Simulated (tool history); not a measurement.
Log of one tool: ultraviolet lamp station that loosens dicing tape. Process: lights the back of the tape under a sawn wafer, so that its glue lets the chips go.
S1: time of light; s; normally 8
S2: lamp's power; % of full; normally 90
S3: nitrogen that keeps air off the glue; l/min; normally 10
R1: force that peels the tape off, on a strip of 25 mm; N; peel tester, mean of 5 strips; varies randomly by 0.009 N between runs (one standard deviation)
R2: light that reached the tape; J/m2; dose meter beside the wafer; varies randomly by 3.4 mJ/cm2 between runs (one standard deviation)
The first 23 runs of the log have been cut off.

run	hour	S1	S2	S3	R1	R2
24	860.8	12	98	14	0.229	5680
25	902.6	7	64	10	2.090	2180
26	940.2	11	84	6	0.961	4390
# hour 962.4: window cleaned of glue's vapour
27	972.4	11	84	6	0.781	4830
28	1001.1	13	85	10	0.325	5710
29	1024.9	11	65	4	1.767	3690
30	1064.1	7	75	10	1.604	2650
31	1098.5	7	75	10	1.705	2640
32	1140.0	7	75	10	1.662	2570

What if the next run were any one of these 3? Each begins from the tool's condition after run 32:
A	1190.2	13	66	8	?	?
B	1190.2	9	90	10	?	?
C	1190.2	7	79	3	?	?

run	R1	R2
A	0.885	4120
B	0.803	3900
C	2.898	2670
The same runs, with their run-to-run variation unchanged, on a tool lacking any hidden condition would have given:
run	R1	R2
A	0.301	6390
B	0.272	6060
C	1.740	4140

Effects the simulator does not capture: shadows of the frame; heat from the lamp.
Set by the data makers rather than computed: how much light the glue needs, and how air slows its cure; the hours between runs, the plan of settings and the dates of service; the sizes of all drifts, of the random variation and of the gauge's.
